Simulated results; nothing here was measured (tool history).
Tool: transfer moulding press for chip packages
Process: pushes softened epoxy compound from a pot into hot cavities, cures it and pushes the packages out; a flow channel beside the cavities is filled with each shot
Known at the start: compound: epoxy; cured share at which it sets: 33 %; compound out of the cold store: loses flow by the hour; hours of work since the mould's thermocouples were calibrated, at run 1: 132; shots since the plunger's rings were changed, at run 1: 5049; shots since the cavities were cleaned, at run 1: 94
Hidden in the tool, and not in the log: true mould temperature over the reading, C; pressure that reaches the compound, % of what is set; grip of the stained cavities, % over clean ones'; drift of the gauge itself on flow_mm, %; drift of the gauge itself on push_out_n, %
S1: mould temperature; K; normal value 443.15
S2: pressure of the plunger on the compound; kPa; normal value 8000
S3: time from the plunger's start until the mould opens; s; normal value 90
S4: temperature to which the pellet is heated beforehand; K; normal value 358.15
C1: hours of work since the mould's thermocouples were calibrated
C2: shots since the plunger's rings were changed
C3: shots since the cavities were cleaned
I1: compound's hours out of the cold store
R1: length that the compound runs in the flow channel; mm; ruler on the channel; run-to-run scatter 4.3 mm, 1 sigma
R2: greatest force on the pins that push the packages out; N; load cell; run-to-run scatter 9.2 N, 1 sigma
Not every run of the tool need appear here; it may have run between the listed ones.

run   hour      S1    S2   S3      S4   C1    C2   C3    I1    R1   R2
  1    0.0  443.15  8000   90  358.15  132  5049   94  10.2   965  500
  2    8.9  443.15  8000   90  358.15  139  5172  217  38.1   813  539
  3   18.2  443.15  8000   90  358.15  146  5301  346  29.6   851  579
      27.1  -- cavities cleaned with cleaning compound and waxed
  4   27.1  436.15  8000   90  358.15  151  5404    0  14.3   964  706
      32.3  -- plunger's sealing rings changed
  5   37.8  436.15  8000   90  358.15  157    77  114  16.9  1036  772
  6   45.4  436.15  8000   90  358.15  162   181  218  46.1   875  770
  7   51.1  436.15  9470   90  358.15  167   259  296  22.9  1090  829
  8   55.0  443.15  8000  129  358.15  169   314  351  46.2   847  513
  9   60.2  443.15  7350  128  364.15  173   386  423  47.2   800  539
      64.1  -- cavities cleaned with cleaning compound and waxed
 10   65.8  443.15  7350  105  364.15  176   443   24  18.5   943  426
 11   75.5  443.15  7350  105  364.15  183   577  158   9.2   998  483
 12   81.0  442.15  8000  110  358.15  187   653  234  45.0   850  507
 13   90.1  447.15  8450   86  358.15  194   779  360  42.1   865  554
      98.1  -- cavities cleaned with cleaning compound and waxed
 14  100.3  450.15  7300   90  356.15  200   900   31  44.1   787  415
 15  109.3  450.15  8000   71  358.15  207  1024  155  20.1   929  519

4 ways to go on from here, each from the tool as it stands after run 15. What would each give?
  A  114.3  443.15  8000   90  356.15  210  1094  225  43.1   ?   ?
  B  114.3  450.15  9720   71  354.15  210  1094  225  43.9   ?   ?
  C  114.3  437.15  9110   90  358.15  210  1094  225  28.3   ?   ?
  D  114.3  443.15  7360  110  359.15  210  1094  225  40.5   ?   ?

run    R1   R2
  A   853  541
  B   907  527
  C  1021  713
  D   825  475
Stripped of hidden state, with their random variation kept, the same runs would have yielded:
run    R1   R2
  A   876  444
  B   931  432
  C  1048  595
  D   847  385
